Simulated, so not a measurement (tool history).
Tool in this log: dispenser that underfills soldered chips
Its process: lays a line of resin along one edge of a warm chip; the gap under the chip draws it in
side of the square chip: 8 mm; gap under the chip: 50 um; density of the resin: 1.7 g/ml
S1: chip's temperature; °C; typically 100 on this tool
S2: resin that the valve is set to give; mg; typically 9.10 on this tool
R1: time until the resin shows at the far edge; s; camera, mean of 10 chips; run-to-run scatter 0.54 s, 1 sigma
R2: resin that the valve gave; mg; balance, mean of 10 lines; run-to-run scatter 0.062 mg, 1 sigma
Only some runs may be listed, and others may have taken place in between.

run	hour	S1	S2	R1	R2
1	0.0	100	9.10	49.9	8.82
# hour 6.1: new syringe of resin
2	13.1	100	9.10	51.6	8.62
# hour 18.1: new syringe of resin
3	20.3	100	9.10	46.9	8.65
# hour 30.6: new syringe of resin
4	34.9	100	9.10	50.2	8.51
# hour 42.1: new syringe of resin
5	50.2	100	9.10	55.0	8.41
# hour 53.4: new syringe of resin
6	61.2	100	9.10	53.5	8.60
# hour 65.4: new syringe of resin
7	70.4	100	8.19	51.4	7.65
# hour 76.6: new syringe of resin
8	82.5	100	8.19	52.2	7.46
# hour 88.6: new syringe of resin
9	92.6	100	9.10	48.0	8.27
# hour 100.8: new syringe of resin
10	102.6	100	9.10	46.3	8.19
# hour 112.3: new syringe of resin
11	117.1	100	9.10	47.7	8.16
# hour 124.0: new syringe of resin
12	126.8	100	9.10	46.8	8.14
# hour 135.6: new syringe of resin
# hour 137.5: dispensing valve cleaned and set on the balance
13	139.0	100	9.10	46.4	9.01
# hour 148.5: new syringe of resin
14	153.5	106	11.23	37.7	11.23
# hour 159.8: new syringe of resin
15	165.0	93	8.91	67.3	8.79
# hour 171.4: new syringe of resin
16	176.6	93	8.91	66.8	8.74

The next listed run, before its measurement:
# hour 182.7: new syringe of resin
17	190.4	93	9.51	?	?

For run 17 the tool returned R1 70.4 s, R2 9.32 mg.
The same run, on a tool lacking any hidden state, would have yielded R1 59.2 s, R2 9.59 mg.
